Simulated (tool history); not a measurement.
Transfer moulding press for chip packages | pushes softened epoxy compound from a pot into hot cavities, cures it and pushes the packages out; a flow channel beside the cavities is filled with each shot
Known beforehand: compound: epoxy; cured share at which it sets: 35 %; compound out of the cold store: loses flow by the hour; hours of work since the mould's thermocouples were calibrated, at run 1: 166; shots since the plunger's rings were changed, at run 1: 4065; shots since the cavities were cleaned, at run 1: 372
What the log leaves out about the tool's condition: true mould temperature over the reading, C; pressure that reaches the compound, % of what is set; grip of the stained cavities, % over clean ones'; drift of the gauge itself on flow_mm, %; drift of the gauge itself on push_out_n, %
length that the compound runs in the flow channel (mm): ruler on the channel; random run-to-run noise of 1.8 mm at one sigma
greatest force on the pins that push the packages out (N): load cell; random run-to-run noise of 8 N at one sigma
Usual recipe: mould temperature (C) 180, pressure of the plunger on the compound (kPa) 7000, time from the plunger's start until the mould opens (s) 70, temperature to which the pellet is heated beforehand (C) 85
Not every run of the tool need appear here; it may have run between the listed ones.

run	hour	mould temperature (C)	pressure of the plunger on the compound (kPa)	time from the plunger's start until the mould opens (s)	temperature to which the pellet is heated beforehand (C)	hours of work since the mould's thermocouples were calibrated	shots since the plunger's rings were changed	shots since the cavities were cleaned	incoming compound's hours out of the cold store	length that the compound runs in the flow channel (mm)	greatest force on the pins that push the packages out (N)
1	0	180	7000	70	85	166	4065	372	27.2	705	546
2	7	180	7000	70	85	170	4175	482	45.3	670	561
# hour 14.4: cavities cleaned with cleaning compound and waxed
3	15.6	180	7000	70	85	175	4288	18	45.8	667	733
4	22.3	180	5400	70	85	179	4396	126	32.1	607	758
# hour 27.9: plunger's sealing rings changed
# hour 32.4: cavities cleaned with cleaning compound and waxed, once more
5	33.6	180	5400	70	85	184	67	18	24.6	645	375
6	38.4	180	7000	70	77	187	143	94	12.2	757	445
7	47.1	180	8390	70	77	193	282	233	28.3	798	506
8	55	180	8390	70	77	198	408	359	21.4	810	567
9	66.3	180	8390	70	77	205	587	538	31.4	786	631
# hour 70.3: cavities cleaned with cleaning compound and waxed
10	79.1	180	8390	70	77	213	766	140	24.7	798	465
11	88.7	180	5310	70	85	219	919	293	35.9	617	516
12	94.7	180	5310	70	85	223	1015	389	19.7	641	563
13	101.8	180	5310	70	85	227	1128	502	13.1	652	595
# hour 107.7: cavities cleaned with cleaning compound and waxed
14	109.9	180	7000	75	85	232	1232	35	40.5	698	319
15	116.7	183	7000	98	85	236	1340	143	44	684	270
16	127.5	183	7000	98	85	243	1512	315	26.3	714	305
17	133.7	183	5530	60	85	247	1611	414	44.3	604	657
18	139	173	5890	84	86	251	1695	498	36.3	658	541
# hour 145.5: cavities cleaned with cleaning compound and waxed
19	151.1	173	5890	84	86	257	1863	88	24.9	674	419
20	159	180	5370	82	75	263	1989	214	8.5	663	359
21	167.8	180	5460	85	90	268	2129	354	11.2	662	370
22	175.4	175	6810	93	82	273	2250	475	23.2	725	432
# hour 183.1: cavities cleaned with cleaning compound and waxed
23	186.8	175	6810	65	77	280	2408	59	10.4	751	723
24	197.9	187	7000	107	76	287	2584	235	17.5	716	269
25	207.8	175	6480	66	85	293	2741	392	45.4	665	810
26	215.2	183	7030	59	91	298	2858	509	35.3	690	744
# hour 221.1: cavities cleaned with cleaning compound and waxed
27	227.3	172	7000	59	85	305	3027	99	27.5	725	1014

Alternative continuations, all from the tool just after run 27; predict every row:
A	234.5	187	6970	90	85	310	3141	213	31	?	?
B	234.5	172	6440	78	85	310	3141	213	28	?	?
C	234.5	172	7000	59	85	310	3141	213	29.3	?	?
D	234.5	172	8720	70	85	310	3141	213	10	?	?

run	length that the compound runs in the flow channel (mm)	greatest force on the pins that push the packages out (N)
A	689	278
B	699	616
C	724	1140
D	852	861
Without the tool's hidden state the same runs would have given:
run	length that the compound runs in the flow channel (mm)	greatest force on the pins that push the packages out (N)
A	707	200
B	717	444
C	743	821
D	875	621

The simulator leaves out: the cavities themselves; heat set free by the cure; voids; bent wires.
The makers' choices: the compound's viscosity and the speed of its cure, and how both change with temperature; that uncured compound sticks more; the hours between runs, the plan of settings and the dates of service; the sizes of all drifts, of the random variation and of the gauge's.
